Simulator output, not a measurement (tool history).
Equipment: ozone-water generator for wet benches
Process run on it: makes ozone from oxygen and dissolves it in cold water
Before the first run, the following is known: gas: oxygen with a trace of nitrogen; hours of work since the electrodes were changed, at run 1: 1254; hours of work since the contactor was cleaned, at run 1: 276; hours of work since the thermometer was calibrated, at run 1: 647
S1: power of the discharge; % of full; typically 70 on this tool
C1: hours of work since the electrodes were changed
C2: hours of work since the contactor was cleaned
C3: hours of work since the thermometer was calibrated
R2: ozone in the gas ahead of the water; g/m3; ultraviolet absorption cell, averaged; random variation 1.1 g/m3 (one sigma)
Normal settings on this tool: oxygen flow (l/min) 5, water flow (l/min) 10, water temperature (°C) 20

{"run": 1, "hour": 0.0, "S1": 70, "oxygen flow (l/min)": 5, "water flow (l/min)": 10, "water temperature (°C)": 20, "C1": 1254, "C2": 276, "C3": 647, "dissolved ozone (ppm)": 28.7, "R2": 202.7}
{"run": 2, "hour": 91.2, "S1": 70, "oxygen flow (l/min)": 5, "water flow (l/min)": 10, "water temperature (°C)": 20, "C1": 1339, "C2": 361, "C3": 731, "dissolved ozone (ppm)": 28.7, "R2": 204}
{"run": 3, "hour": 249.1, "S1": 70, "oxygen flow (l/min)": 5, "water flow (l/min)": 10, "water temperature (°C)": 20, "C1": 1486, "C2": 507, "C3": 878, "dissolved ozone (ppm)": 28.7, "R2": 203}
{"run": 4, "hour": 369.8, "S1": 70, "oxygen flow (l/min)": 6.93, "water flow (l/min)": 10, "water temperature (°C)": 20, "C1": 1598, "C2": 619, "C3": 990, "dissolved ozone (ppm)": 26.8, "R2": 167.4}
{"run": 5, "hour": 435.8, "S1": 70, "oxygen flow (l/min)": 6.93, "water flow (l/min)": 10, "water temperature (°C)": 20, "C1": 1659, "C2": 680, "C3": 1051, "dissolved ozone (ppm)": 26.5, "R2": 165.2}
{"run": 6, "hour": 568.2, "S1": 70, "oxygen flow (l/min)": 6.93, "water flow (l/min)": 10, "water temperature (°C)": 20, "C1": 1782, "C2": 803, "C3": 1174, "dissolved ozone (ppm)": 26.2, "R2": 166.9}
{"run": 7, "hour": 708.3, "S1": 70, "oxygen flow (l/min)": 6.93, "water flow (l/min)": 10, "water temperature (°C)": 20, "C1": 1912, "C2": 933, "C3": 1304, "dissolved ozone (ppm)": 26.6, "R2": 167.5}
{"run": 8, "hour": 806.0, "S1": 70, "oxygen flow (l/min)": 6.93, "water flow (l/min)": 10, "water temperature (°C)": 20, "C1": 2002, "C2": 1024, "C3": 1395, "dissolved ozone (ppm)": 26.5, "R2": 168.7}
{"run": 9, "hour": 955.6, "S1": 70, "oxygen flow (l/min)": 5, "water flow (l/min)": 10, "water temperature (°C)": 20, "C1": 2141, "C2": 1163, "C3": 1533, "dissolved ozone (ppm)": 28.8, "R2": 205}
{"run": 10, "hour": 1118.4, "S1": 70, "oxygen flow (l/min)": 5, "water flow (l/min)": 10, "water temperature (°C)": 20, "C1": 2292, "C2": 1314, "C3": 1684, "dissolved ozone (ppm)": 29, "R2": 201.7}
{"run": 11, "hour": 1256.4, "S1": 70, "oxygen flow (l/min)": 5, "water flow (l/min)": 10, "water temperature (°C)": 20, "C1": 2420, "C2": 1442, "C3": 1812, "dissolved ozone (ppm)": 28.6, "R2": 206.5}
{"run": 12, "hour": 1416.0, "S1": 70, "oxygen flow (l/min)": 5, "water flow (l/min)": 10, "water temperature (°C)": 20, "C1": 2568, "C2": 1590, "C3": 1961, "dissolved ozone (ppm)": 29, "R2": 205.6}
{"run": 13, "hour": 1512.1, "S1": 78, "oxygen flow (l/min)": 5, "water flow (l/min)": 10, "water temperature (°C)": 20, "C1": 2657, "C2": 1679, "C3": 2050, "dissolved ozone (ppm)": 30.9, "R2": 222.1}
{"run": 14, "hour": 1641.3, "S1": 78, "oxygen flow (l/min)": 5, "water flow (l/min)": 10, "water temperature (°C)": 20, "C1": 2777, "C2": 1799, "C3": 2170, "dissolved ozone (ppm)": 30.8, "R2": 219.6}
{"run": 15, "hour": 1780.5, "S1": 78, "oxygen flow (l/min)": 5, "water flow (l/min)": 10, "water temperature (°C)": 20, "C1": 2906, "C2": 1928, "C3": 2299, "dissolved ozone (ppm)": 30.8, "R2": 221.8}
{"run": 16, "hour": 1919.1, "S1": 78, "oxygen flow (l/min)": 5, "water flow (l/min)": 10, "water temperature (°C)": 20, "C1": 3035, "C2": 2057, "C3": 2427, "dissolved ozone (ppm)": 30.6, "R2": 221.3}
{"run": 17, "hour": 2055.5, "S1": 78, "oxygen flow (l/min)": 5, "water flow (l/min)": 10, "water temperature (°C)": 20, "C1": 3162, "C2": 2183, "C3": 2554, "dissolved ozone (ppm)": 30.8, "R2": 223}
{"run": 18, "hour": 2158.3, "S1": 78, "oxygen flow (l/min)": 5, "water flow (l/min)": 10, "water temperature (°C)": 20, "C1": 3257, "C2": 2278, "C3": 2649, "dissolved ozone (ppm)": 31.1, "R2": 222.9}
{"run": 19, "hour": 2227.7, "S1": 60, "oxygen flow (l/min)": 4.3, "water flow (l/min)": 10, "water temperature (°C)": 13, "C1": 3321, "C2": 2343, "C3": 2714, "dissolved ozone (ppm)": 31, "R2": 205.6}
{"hour": 2321.7, "done": "gauge calibrated"}
{"run": 20, "hour": 2353.6, "S1": 71, "oxygen flow (l/min)": 6.52, "water flow (l/min)": 10, "water temperature (°C)": 12, "C1": 3438, "C2": 2460, "C3": 2830, "dissolved ozone (ppm)": 32.2, "R2": 172.4}
{"run": 21, "hour": 2505.3, "S1": 71, "oxygen flow (l/min)": 3.33, "water flow (l/min)": 10, "water temperature (°C)": 16, "C1": 3579, "C2": 2600, "C3": 2971, "dissolved ozone (ppm)": 33.2, "R2": 261.3}
{"run": 22, "hour": 2614.6, "S1": 70, "oxygen flow (l/min)": 7.58, "water flow (l/min)": 10, "water temperature (°C)": 25, "C1": 3680, "C2": 2702, "C3": 3073, "dissolved ozone (ppm)": 22.9, "R2": 157.3}
{"run": 23, "hour": 2699.8, "S1": 59, "oxygen flow (l/min)": 5, "water flow (l/min)": 10, "water temperature (°C)": 20, "C1": 3759, "C2": 2781, "C3": 3152, "dissolved ozone (ppm)": 25.8, "R2": 180.8}
{"run": 24, "hour": 2845.2, "S1": 83, "oxygen flow (l/min)": 5.83, "water flow (l/min)": 8, "water temperature (°C)": 19, "C1": 3894, "C2": 2916, "C3": 3287, "dissolved ozone (ppm)": 35.4, "R2": 208.9}
{"run": 25, "hour": 2934.7, "S1": 46, "oxygen flow (l/min)": 3.83, "water flow (l/min)": 7, "water temperature (°C)": 19, "C1": 3977, "C2": 2999, "C3": 3370, "dissolved ozone (ppm)": 29.3, "R2": 183.5}
{"run": 26, "hour": 3018.2, "S1": 70, "oxygen flow (l/min)": 5, "water flow (l/min)": 12, "water temperature (°C)": 23, "C1": 4055, "C2": 3076, "C3": 3447, "dissolved ozone (ppm)": 24.4, "R2": 202.5}
{"run": 27, "hour": 3099.5, "S1": 53, "oxygen flow (l/min)": 5.53, "water flow (l/min)": 12, "water temperature (°C)": 26, "C1": 4130, "C2": 3152, "C3": 3523, "dissolved ozone (ppm)": 19.1, "R2": 160.5}
{"run": 28, "hour": 3184.6, "S1": 70, "oxygen flow (l/min)": 5, "water flow (l/min)": 10, "water temperature (°C)": 18, "C1": 4209, "C2": 3231, "C3": 3601, "dissolved ozone (ppm)": 29.8, "R2": 204.7}
{"run": 29, "hour": 3290.5, "S1": 53, "oxygen flow (l/min)": 7.19, "water flow (l/min)": 7, "water temperature (°C)": 18, "C1": 4307, "C2": 3329, "C3": 3700, "dissolved ozone (ppm)": 26.9, "R2": 139.6}
{"run": 30, "hour": 3432.9, "S1": 53, "oxygen flow (l/min)": 6.55, "water flow (l/min)": 15, "water temperature (°C)": 26, "C1": 4440, "C2": 3461, "C3": 3832, "dissolved ozone (ppm)": 16.2, "R2": 146.1}
{"run": 31, "hour": 3508.6, "S1": 74, "oxygen flow (l/min)": 4.07, "water flow (l/min)": 10, "water temperature (°C)": 23, "C1": 4510, "C2": 3531, "C3": 3902, "dissolved ozone (ppm)": 29.5, "R2": 237.5}
{"run": 32, "hour": 3595.8, "S1": 74, "oxygen flow (l/min)": 4.07, "water flow (l/min)": 10, "water temperature (°C)": 23, "C1": 4591, "C2": 3612, "C3": 3983, "dissolved ozone (ppm)": 29.3, "R2": 238.4}
{"run": 33, "hour": 3675.1, "S1": 74, "oxygen flow (l/min)": 4.07, "water flow (l/min)": 10, "water temperature (°C)": 23, "C1": 4664, "C2": 3686, "C3": 4057, "dissolved ozone (ppm)": 29.5, "R2": 239.3}
{"run": 34, "hour": 3792.4, "S1": 74, "oxygen flow (l/min)": 4.07, "water flow (l/min)": 10, "water temperature (°C)": 23, "C1": 4773, "C2": 3795, "C3": 4165, "dissolved ozone (ppm)": 29.4, "R2": 240.9}

For some of the steps in R2 from one run to the next: how much would appear even if the tool had no hidden state, given the settings, what came in and random variation, and how much remains for the hidden state plus any gauge scatter that the measured result and the result without hidden state don't share?
Hidden state at play: yield of the discharge, % of new electrodes'; contactor's efficiency, % of a clean one's; true water temperature over the reading, C; drift of the gauge itself on ozone_ppm, %; drift of the gauge itself on gas_g_m3, %.
Run 8 -> 9: oxygen flow (l/min) 6.93 -> 5. R2 +36.3 g/m3: hidden state +0.7, all else +35.6.
Run 19 -> 20: S1 60 -> 71, oxygen flow (l/min) 4.3 -> 6.52, water temperature (°C) 13 -> 12, gauge calibrated. R2 -33.2 g/m3: hidden state -5.5, all else -27.7.
Run 20 -> 21: oxygen flow (l/min) 6.52 -> 3.33, water temperature (°C) 12 -> 16. R2 +88.9 g/m3: hidden state +0.5, all else +88.4.
Run 21 -> 22: S1 71 -> 70, oxygen flow (l/min) 3.33 -> 7.58, water temperature (°C) 16 -> 25. R2 -104 g/m3: hidden state +0, all else -104.
Run 30 -> 31: S1 53 -> 74, oxygen flow (l/min) 6.55 -> 4.07, water flow (l/min) 15 -> 10, water temperature (°C) 26 -> 23. R2 +91.4 g/m3: hidden state +1.2, all else +90.2.
